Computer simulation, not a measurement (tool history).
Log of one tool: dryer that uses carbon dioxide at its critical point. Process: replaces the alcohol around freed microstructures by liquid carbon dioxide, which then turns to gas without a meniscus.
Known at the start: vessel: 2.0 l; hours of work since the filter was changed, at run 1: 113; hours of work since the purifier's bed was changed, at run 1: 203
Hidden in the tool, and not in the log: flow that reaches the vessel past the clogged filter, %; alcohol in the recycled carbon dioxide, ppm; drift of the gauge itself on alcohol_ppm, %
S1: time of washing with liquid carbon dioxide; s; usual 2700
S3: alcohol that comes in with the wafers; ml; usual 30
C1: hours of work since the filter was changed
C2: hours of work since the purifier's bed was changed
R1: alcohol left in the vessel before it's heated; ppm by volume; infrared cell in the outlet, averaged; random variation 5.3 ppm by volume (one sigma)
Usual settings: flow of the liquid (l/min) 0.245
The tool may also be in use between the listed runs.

{"run": 1, "hour": 0.0, "S1": 2700, "flow of the liquid (l/min)": 0.245, "S3": 30, "C1": 113, "C2": 203, "R1": 173}
{"run": 2, "hour": 9.8, "S1": 2700, "flow of the liquid (l/min)": 0.369, "S3": 30, "C1": 118, "C2": 208, "R1": 44}
{"run": 3, "hour": 25.6, "S1": 2700, "flow of the liquid (l/min)": 0.369, "S3": 30, "C1": 127, "C2": 217, "R1": 43}
{"run": 4, "hour": 38.5, "S1": 2700, "flow of the liquid (l/min)": 0.245, "S3": 24, "C1": 133, "C2": 223, "R1": 151}
{"run": 5, "hour": 54.0, "S1": 2700, "flow of the liquid (l/min)": 0.245, "S3": 24, "C1": 142, "C2": 231, "R1": 154}
{"run": 6, "hour": 66.7, "S1": 2700, "flow of the liquid (l/min)": 0.245, "S3": 24, "C1": 148, "C2": 238, "R1": 171}
{"run": 7, "hour": 78.5, "S1": 2700, "flow of the liquid (l/min)": 0.245, "S3": 24, "C1": 154, "C2": 244, "R1": 162}
{"run": 8, "hour": 93.9, "S1": 2700, "flow of the liquid (l/min)": 0.245, "S3": 24, "C1": 162, "C2": 252, "R1": 170}
{"run": 9, "hour": 106.3, "S1": 2700, "flow of the liquid (l/min)": 0.245, "S3": 35, "C1": 169, "C2": 259, "R1": 238}
{"run": 10, "hour": 119.2, "S1": 2700, "flow of the liquid (l/min)": 0.245, "S3": 35, "C1": 176, "C2": 266, "R1": 246}
{"run": 11, "hour": 132.9, "S1": 2700, "flow of the liquid (l/min)": 0.245, "S3": 35, "C1": 183, "C2": 273, "R1": 249}
{"run": 12, "hour": 147.5, "S1": 2700, "flow of the liquid (l/min)": 0.245, "S3": 30, "C1": 190, "C2": 280, "R1": 228}
{"run": 13, "hour": 159.9, "S1": 2700, "flow of the liquid (l/min)": 0.245, "S3": 30, "C1": 197, "C2": 287, "R1": 235}
{"run": 14, "hour": 170.2, "S1": 2700, "flow of the liquid (l/min)": 0.245, "S3": 30, "C1": 202, "C2": 292, "R1": 230}
{"run": 15, "hour": 179.7, "S1": 2700, "flow of the liquid (l/min)": 0.245, "S3": 30, "C1": 207, "C2": 297, "R1": 234}
{"run": 16, "hour": 191.4, "S1": 2700, "flow of the liquid (l/min)": 0.245, "S3": 30, "C1": 213, "C2": 303, "R1": 227}
{"run": 17, "hour": 202.2, "S1": 2700, "flow of the liquid (l/min)": 0.29, "S3": 30, "C1": 219, "C2": 309, "R1": 134}
{"run": 18, "hour": 213.3, "S1": 2700, "flow of the liquid (l/min)": 0.29, "S3": 30, "C1": 225, "C2": 315, "R1": 137}
{"run": 19, "hour": 226.9, "S1": 2700, "flow of the liquid (l/min)": 0.29, "S3": 30, "C1": 232, "C2": 322, "R1": 150}
{"run": 20, "hour": 237.8, "S1": 2700, "flow of the liquid (l/min)": 0.29, "S3": 30, "C1": 238, "C2": 328, "R1": 147}
{"hour": 251.1, "done": "inlet filter changed"}
{"run": 21, "hour": 253.7, "S1": 2700, "flow of the liquid (l/min)": 0.29, "S3": 30, "C1": 1, "C2": 335, "R1": 90}
{"run": 22, "hour": 267.2, "S1": 2700, "flow of the liquid (l/min)": 0.29, "S3": 30, "C1": 8, "C2": 342, "R1": 97}
{"run": 23, "hour": 281.1, "S1": 2700, "flow of the liquid (l/min)": 0.29, "S3": 30, "C1": 16, "C2": 350, "R1": 85}
{"run": 24, "hour": 290.1, "S1": 3060, "flow of the liquid (l/min)": 0.245, "S3": 60, "C1": 20, "C2": 354, "R1": 164}
{"run": 25, "hour": 299.9, "S1": 3060, "flow of the liquid (l/min)": 0.245, "S3": 60, "C1": 26, "C2": 360, "R1": 167}
{"run": 26, "hour": 308.6, "S1": 2700, "flow of the liquid (l/min)": 0.188, "S3": 22, "C1": 30, "C2": 364, "R1": 313}
{"run": 27, "hour": 324.5, "S1": 1800, "flow of the liquid (l/min)": 0.387, "S3": 70, "C1": 38, "C2": 372, "R1": 288}
{"run": 28, "hour": 333.7, "S1": 1800, "flow of the liquid (l/min)": 0.387, "S3": 70, "C1": 43, "C2": 377, "R1": 280}
{"run": 29, "hour": 349.8, "S1": 2160, "flow of the liquid (l/min)": 0.354, "S3": 60, "C1": 52, "C2": 386, "R1": 177}
{"run": 30, "hour": 366.1, "S1": 3480, "flow of the liquid (l/min)": 0.245, "S3": 30, "C1": 60, "C2": 394, "R1": 79}
{"run": 31, "hour": 380.0, "S1": 3180, "flow of the liquid (l/min)": 0.306, "S3": 30, "C1": 67, "C2": 401, "R1": 67}
{"run": 32, "hour": 393.1, "S1": 2700, "flow of the liquid (l/min)": 0.221, "S3": 53, "C1": 74, "C2": 408, "R1": 423}
{"run": 33, "hour": 407.2, "S1": 1920, "flow of the liquid (l/min)": 0.245, "S3": 30, "C1": 82, "C2": 416, "R1": 594}
{"run": 34, "hour": 422.9, "S1": 1920, "flow of the liquid (l/min)": 0.245, "S3": 30, "C1": 90, "C2": 424, "R1": 604}
{"run": 35, "hour": 432.6, "S1": 2700, "flow of the liquid (l/min)": 0.245, "S3": 69, "C1": 95, "C2": 429, "R1": 381}
{"run": 36, "hour": 447.9, "S1": 3720, "flow of the liquid (l/min)": 0.245, "S3": 34, "C1": 103, "C2": 437, "R1": 81}
{"run": 37, "hour": 455.2, "S1": 3720, "flow of the liquid (l/min)": 0.245, "S3": 34, "C1": 107, "C2": 441, "R1": 68}
{"run": 38, "hour": 468.4, "S1": 2640, "flow of the liquid (l/min)": 0.269, "S3": 33, "C1": 114, "C2": 448, "R1": 170}
{"run": 39, "hour": 482.0, "S1": 2700, "flow of the liquid (l/min)": 0.308, "S3": 30, "C1": 121, "C2": 455, "R1": 96}
{"run": 40, "hour": 494.9, "S1": 2580, "flow of the liquid (l/min)": 0.154, "S3": 102, "C1": 128, "C2": 462, "R1": 3274}
{"run": 41, "hour": 502.3, "S1": 2580, "flow of the liquid (l/min)": 0.154, "S3": 102, "C1": 131, "C2": 465, "R1": 3419}
{"run": 42, "hour": 515.8, "S1": 3780, "flow of the liquid (l/min)": 0.161, "S3": 30, "C1": 138, "C2": 473, "R1": 285}
{"run": 43, "hour": 529.0, "S1": 3780, "flow of the liquid (l/min)": 0.161, "S3": 30, "C1": 145, "C2": 479, "R1": 290}
{"run": 44, "hour": 545.0, "S1": 3780, "flow of the liquid (l/min)": 0.161, "S3": 30, "C1": 154, "C2": 488, "R1": 273}
{"run": 45, "hour": 560.0, "S1": 3600, "flow of the liquid (l/min)": 0.245, "S3": 30, "C1": 162, "C2": 496, "R1": 98}
{"run": 46, "hour": 573.9, "S1": 3600, "flow of the liquid (l/min)": 0.245, "S3": 30, "C1": 169, "C2": 503, "R1": 96}

Forecast each of these 4 alternatives for the next run:
{"run": "A", "hour": 587.0, "S1": 1920, "flow of the liquid (l/min)": 0.233, "S3": 68, "C1": 176, "C2": 510, "R1": "?"}
{"run": "B", "hour": 587.0, "S1": 3600, "flow of the liquid (l/min)": 0.153, "S3": 30, "C1": 176, "C2": 510, "R1": "?"}
{"run": "C", "hour": 587.0, "S1": 2220, "flow of the liquid (l/min)": 0.259, "S3": 46, "C1": 176, "C2": 510, "R1": "?"}
{"run": "D", "hour": 587.0, "S1": 3060, "flow of the liquid (l/min)": 0.245, "S3": 30, "C1": 176, "C2": 510, "R1": "?"}

run=A R1=1805
run=B R1=423
run=C R1=575
run=D R1=160
Without the tool's hidden state the same runs would have given:
run=A R1=1213
run=B R1=239
run=C R1=334
run=D R1=63
